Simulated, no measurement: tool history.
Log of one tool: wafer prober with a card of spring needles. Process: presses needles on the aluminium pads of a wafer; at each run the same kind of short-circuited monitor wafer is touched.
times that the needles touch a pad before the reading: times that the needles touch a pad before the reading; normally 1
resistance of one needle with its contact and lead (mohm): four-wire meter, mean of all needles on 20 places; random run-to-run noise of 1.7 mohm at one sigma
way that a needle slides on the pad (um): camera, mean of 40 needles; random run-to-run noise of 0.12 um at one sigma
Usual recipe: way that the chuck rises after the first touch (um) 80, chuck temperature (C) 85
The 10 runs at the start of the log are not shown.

run,hour,way that the chuck rises after the first touch (um),chuck temperature (C),times that the needles touch a pad before the reading,touches since the tips were cleaned,cleanings since the card got new needles,touches since the first contact's height was set,resistance of one needle with its contact and lead (mohm),way that a needle slides on the pad (um)
# hour 229.2: tips cleaned on abrasive film
11,232.2,80,85,1,543,47,5788,202,18.95
# hour 246.2: tips cleaned on abrasive film
12,260.8,80,85,1,2678,48,11015,253,18.87
# hour 262.5: tips cleaned on abrasive film
# hour 280.0: tips cleaned on abrasive film
13,280.7,80,85,1,131,50,14616,191,18.74
# hour 296.0: tips cleaned on abrasive film
14,309.8,89,85,1,2522,51,19926,241,20.88
# hour 312.7: tips cleaned on abrasive film
# hour 327.9: tips cleaned on abrasive film
15,338.1,80,85,2,1861,53,25070,219,18.77
# hour 342.8: tips cleaned on abrasive film
# hour 357.7: tips cleaned on abrasive film
16,369.9,86,85,2,2223,55,30850,216,20.02
# hour 372.9: tips cleaned on abrasive film
# hour 388.0: tips cleaned on abrasive film
# hour 403.2: tips cleaned on abrasive film
17,403.2,86,85,2,0,58,36888,183,20.00
# hour 419.4: tips cleaned on abrasive film
18,430.1,86,85,2,1960,59,41794,215,19.94
# hour 434.9: tips cleaned on abrasive film
# hour 449.9: tips cleaned on abrasive film
19,454.2,89,85,2,790,61,46177,197,20.79
# hour 464.7: tips cleaned on abrasive film
# hour 482.4: tips cleaned on abrasive film
20,482.4,89,85,2,0,63,51295,183,20.63
# hour 498.3: tips cleaned on abrasive film
21,504.7,78,71,2,1164,64,55349,204,18.00
# hour 513.5: tips cleaned on abrasive film
22,519.3,78,71,2,1070,65,58019,207,17.96
# hour 530.3: tips cleaned on abrasive film
23,537.0,78,71,2,1231,66,61238,209,18.05
# hour 545.2: tips cleaned on abrasive film
24,552.1,94,85,1,1257,67,63979,214,21.60
# hour 561.9: tips cleaned on abrasive film
# hour 576.8: tips cleaned on abrasive film
25,583.6,94,30,2,1246,69,69705,189,21.77
# hour 592.6: tips cleaned on abrasive film
# hour 608.1: tips cleaned on abrasive film
26,617.6,99,114,1,1739,71,75892,221,22.99
# hour 625.2: tips cleaned on abrasive film
# hour 640.1: tips cleaned on abrasive film
27,643.2,90,88,3,567,73,80544,188,20.41
# hour 656.1: tips cleaned on abrasive film
# hour 672.8: tips cleaned on abrasive film
28,672.8,80,42,2,0,75,85922,178,18.25
# hour 688.0: tips cleaned on abrasive film
# hour 705.7: tips cleaned on abrasive film
29,708.0,88,42,2,415,77,92325,188,20.13
# hour 720.6: tips cleaned on abrasive film
30,732.5,80,48,2,2165,78,96785,220,18.26

What if the next run were any one of these 5? Each begins from the tool's condition after run 30:
# hour 737.6: tips cleaned on abrasive film
# hour 754.5: tips cleaned on abrasive film
A,756.3,80,85,1,330,80,101105,?,?
# hour 737.6: tips cleaned on abrasive film
# hour 754.5: tips cleaned on abrasive film
B,756.3,66,96,1,330,80,101105,?,?
# hour 737.6: tips cleaned on abrasive film
# hour 754.5: tips cleaned on abrasive film
C,756.3,79,67,2,330,80,101105,?,?
# hour 737.6: tips cleaned on abrasive film
# hour 754.5: tips cleaned on abrasive film
D,756.3,76,48,3,330,80,101105,?,?
# hour 737.6: tips cleaned on abrasive film
# hour 754.5: tips cleaned on abrasive film
E,756.3,91,38,2,330,80,101105,?,?

run,resistance of one needle with its contact and lead (mohm),way that a needle slides on the pad (um)
A,199,18.14
B,215,14.98
C,185,18.22
D,181,17.35
E,177,20.80
Stripped of hidden state, with their random variation kept, the same runs would have yielded:
run,resistance of one needle with its contact and lead (mohm),way that a needle slides on the pad (um)
A,178,18.75
B,186,15.59
C,171,18.83
D,170,17.97
E,166,21.42
